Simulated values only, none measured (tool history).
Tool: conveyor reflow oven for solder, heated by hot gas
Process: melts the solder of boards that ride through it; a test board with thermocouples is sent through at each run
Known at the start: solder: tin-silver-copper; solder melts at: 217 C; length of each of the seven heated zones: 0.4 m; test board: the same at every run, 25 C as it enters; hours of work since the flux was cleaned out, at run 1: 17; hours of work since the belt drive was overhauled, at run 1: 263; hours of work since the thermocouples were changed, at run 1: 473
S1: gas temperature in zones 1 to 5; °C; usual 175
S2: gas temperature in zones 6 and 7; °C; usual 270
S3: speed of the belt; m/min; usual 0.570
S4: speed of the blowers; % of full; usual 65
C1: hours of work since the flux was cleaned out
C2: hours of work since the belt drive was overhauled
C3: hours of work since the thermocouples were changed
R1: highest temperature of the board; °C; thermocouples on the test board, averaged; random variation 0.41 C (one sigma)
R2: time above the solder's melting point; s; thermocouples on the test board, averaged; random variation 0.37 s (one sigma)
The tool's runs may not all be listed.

{"run": 1, "hour": 0.0, "S1": 175, "S2": 270, "S3": 0.57, "S4": 65, "C1": 17, "C2": 263, "C3": 473, "R1": 255.6, "R2": 66.2}
{"run": 2, "hour": 15.7, "S1": 163, "S2": 270, "S3": 0.57, "S4": 65, "C1": 26, "C2": 272, "C3": 481, "R1": 253.4, "R2": 60.5}
{"run": 3, "hour": 24.8, "S1": 175, "S2": 270, "S3": 0.57, "S4": 65, "C1": 31, "C2": 277, "C3": 486, "R1": 255.1, "R2": 66.1}
{"run": 4, "hour": 36.9, "S1": 175, "S2": 270, "S3": 0.57, "S4": 65, "C1": 37, "C2": 283, "C3": 492, "R1": 255.5, "R2": 66.5}
{"run": 5, "hour": 45.7, "S1": 175, "S2": 270, "S3": 0.57, "S4": 65, "C1": 42, "C2": 288, "C3": 497, "R1": 254.7, "R2": 66.2}
{"run": 6, "hour": 59.2, "S1": 175, "S2": 270, "S3": 0.57, "S4": 65, "C1": 49, "C2": 295, "C3": 505, "R1": 254.6, "R2": 65.7}
{"run": 7, "hour": 72.0, "S1": 175, "S2": 270, "S3": 0.57, "S4": 65, "C1": 56, "C2": 302, "C3": 511, "R1": 255.0, "R2": 66.2}
{"run": 8, "hour": 86.3, "S1": 175, "S2": 270, "S3": 0.57, "S4": 65, "C1": 64, "C2": 310, "C3": 519, "R1": 254.3, "R2": 66.1}
{"run": 9, "hour": 94.2, "S1": 175, "S2": 270, "S3": 0.57, "S4": 65, "C1": 68, "C2": 314, "C3": 523, "R1": 255.3, "R2": 66.2}
{"run": 10, "hour": 112.2, "S1": 175, "S2": 270, "S3": 0.57, "S4": 65, "C1": 78, "C2": 324, "C3": 533, "R1": 255.6, "R2": 65.3}
{"run": 11, "hour": 128.7, "S1": 175, "S2": 270, "S3": 0.589, "S4": 65, "C1": 87, "C2": 333, "C3": 542, "R1": 253.9, "R2": 62.8}
{"run": 12, "hour": 144.3, "S1": 175, "S2": 270, "S3": 0.589, "S4": 65, "C1": 95, "C2": 341, "C3": 551, "R1": 253.3, "R2": 63.5}
{"run": 13, "hour": 155.7, "S1": 175, "S2": 270, "S3": 0.57, "S4": 65, "C1": 101, "C2": 347, "C3": 557, "R1": 254.2, "R2": 65.4}
{"run": 14, "hour": 169.7, "S1": 175, "S2": 270, "S3": 0.57, "S4": 65, "C1": 109, "C2": 355, "C3": 564, "R1": 254.5, "R2": 65.6}
{"run": 15, "hour": 182.2, "S1": 175, "S2": 270, "S3": 0.57, "S4": 65, "C1": 116, "C2": 362, "C3": 571, "R1": 254.5, "R2": 65.5}
{"run": 16, "hour": 193.2, "S1": 179, "S2": 262, "S3": 0.602, "S4": 85, "C1": 122, "C2": 368, "C3": 577, "R1": 250.4, "R2": 61.7}
{"run": 17, "hour": 201.7, "S1": 179, "S2": 262, "S3": 0.602, "S4": 85, "C1": 126, "C2": 372, "C3": 582, "R1": 250.5, "R2": 60.7}
{"hour": 207.4, "done": "belt drive overhauled, speed set with a stopwatch"}
{"run": 18, "hour": 213.2, "S1": 175, "S2": 270, "S3": 0.55, "S4": 65, "C1": 130, "C2": 3, "C3": 586, "R1": 255.3, "R2": 69.1}
{"run": 19, "hour": 230.7, "S1": 175, "S2": 264, "S3": 0.616, "S4": 81, "C1": 140, "C2": 13, "C3": 595, "R1": 249.9, "R2": 58.2}
{"run": 20, "hour": 247.2, "S1": 175, "S2": 264, "S3": 0.67, "S4": 62, "C1": 149, "C2": 22, "C3": 604, "R1": 242.8, "R2": 45.2}
{"run": 21, "hour": 262.7, "S1": 164, "S2": 284, "S3": 0.595, "S4": 82, "C1": 157, "C2": 30, "C3": 612, "R1": 268.0, "R2": 68.3}
{"run": 22, "hour": 272.0, "S1": 184, "S2": 260, "S3": 0.57, "S4": 65, "C1": 162, "C2": 35, "C3": 617, "R1": 247.2, "R2": 64.3}
{"run": 23, "hour": 283.9, "S1": 188, "S2": 279, "S3": 0.609, "S4": 65, "C1": 169, "C2": 41, "C3": 624, "R1": 262.4, "R2": 71.1}
{"run": 24, "hour": 299.2, "S1": 188, "S2": 279, "S3": 0.609, "S4": 65, "C1": 177, "C2": 50, "C3": 632, "R1": 261.7, "R2": 71.7}
{"hour": 310.1, "done": "belt drive overhauled, speed set with a stopwatch, once more"}
{"run": 25, "hour": 313.6, "S1": 184, "S2": 279, "S3": 0.622, "S4": 52, "C1": 182, "C2": 2, "C3": 638, "R1": 256.5, "R2": 63.2}
{"run": 26, "hour": 321.0, "S1": 190, "S2": 279, "S3": 0.622, "S4": 52, "C1": 186, "C2": 6, "C3": 642, "R1": 257.7, "R2": 66.9}
{"run": 27, "hour": 330.0, "S1": 190, "S2": 279, "S3": 0.622, "S4": 52, "C1": 191, "C2": 11, "C3": 647, "R1": 257.9, "R2": 66.9}
{"run": 28, "hour": 342.5, "S1": 184, "S2": 270, "S3": 0.57, "S4": 89, "C1": 198, "C2": 17, "C3": 653, "R1": 259.9, "R2": 73.3}
{"run": 29, "hour": 353.1, "S1": 167, "S2": 270, "S3": 0.509, "S4": 65, "C1": 204, "C2": 23, "C3": 659, "R1": 255.6, "R2": 71.8}
{"run": 30, "hour": 364.1, "S1": 167, "S2": 270, "S3": 0.509, "S4": 65, "C1": 210, "C2": 29, "C3": 665, "R1": 255.7, "R2": 72.1}

3 ways to go on from here, each from the tool as it stands after run 30. What would each give?
{"run": "A", "hour": 377.2, "S1": 167, "S2": 264, "S3": 0.675, "S4": 65, "C1": 217, "C2": 36, "C3": 672, "R1": "?", "R2": "?"}
{"run": "B", "hour": 377.2, "S1": 175, "S2": 271, "S3": 0.598, "S4": 72, "C1": 217, "C2": 36, "C3": 672, "R1": "?", "R2": "?"}
{"run": "C", "hour": 377.2, "S1": 182, "S2": 270, "S3": 0.55, "S4": 57, "C1": 217, "C2": 36, "C3": 672, "R1": "?", "R2": "?"}

run=A R1=240.7 R2=39.5
run=B R1=254.1 R2=62.1
run=C R1=253.9 R2=69.1
Without the tool's hidden state the same runs would have given:
run=A R1=243.3 R2=42.4
run=B R1=256.4 R2=63.9
run=C R1=255.8 R2=70.7
